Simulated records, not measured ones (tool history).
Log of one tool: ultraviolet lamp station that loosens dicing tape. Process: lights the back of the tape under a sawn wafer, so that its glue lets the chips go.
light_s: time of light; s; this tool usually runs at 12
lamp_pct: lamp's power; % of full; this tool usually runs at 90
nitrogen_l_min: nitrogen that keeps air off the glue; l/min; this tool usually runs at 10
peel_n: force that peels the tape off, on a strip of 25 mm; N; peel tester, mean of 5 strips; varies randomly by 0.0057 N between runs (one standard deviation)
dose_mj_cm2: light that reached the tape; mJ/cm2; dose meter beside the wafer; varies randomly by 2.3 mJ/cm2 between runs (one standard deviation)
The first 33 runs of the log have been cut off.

run	day	light_s	lamp_pct	nitrogen_l_min	peel_n	dose_mj_cm2
34	18.529	16	88	10	0.097	301
35	19.004	16	88	10	0.098	297
36	19.717	12	63	10	0.336	161
37	20.421	21	63	10	0.101	285
38	20.767	20	62	10	0.106	264
39	21.292	8	80	15	0.379	139
40	21.929	8	89	15	0.294	147
41	22.546	12	89	15	0.104	228

Here are 3 independent what-if runs from the current tool condition. What would each one return?
# day 22.746: window cleaned of glue's vapour
A	23.012	10	89	10	?	?
# day 22.746: window cleaned of glue's vapour
B	23.012	15	84	10	?	?
# day 22.746: window cleaned of glue's vapour
C	23.012	14	64	15	?	?

run	peel_n	dose_mj_cm2
A	0.216	190
B	0.107	266
C	0.157	190
Take away the tool's hidden state, keep each run's random variation, and the runs would have read:
run	peel_n	dose_mj_cm2
A	0.216	190
B	0.107	266
C	0.157	190

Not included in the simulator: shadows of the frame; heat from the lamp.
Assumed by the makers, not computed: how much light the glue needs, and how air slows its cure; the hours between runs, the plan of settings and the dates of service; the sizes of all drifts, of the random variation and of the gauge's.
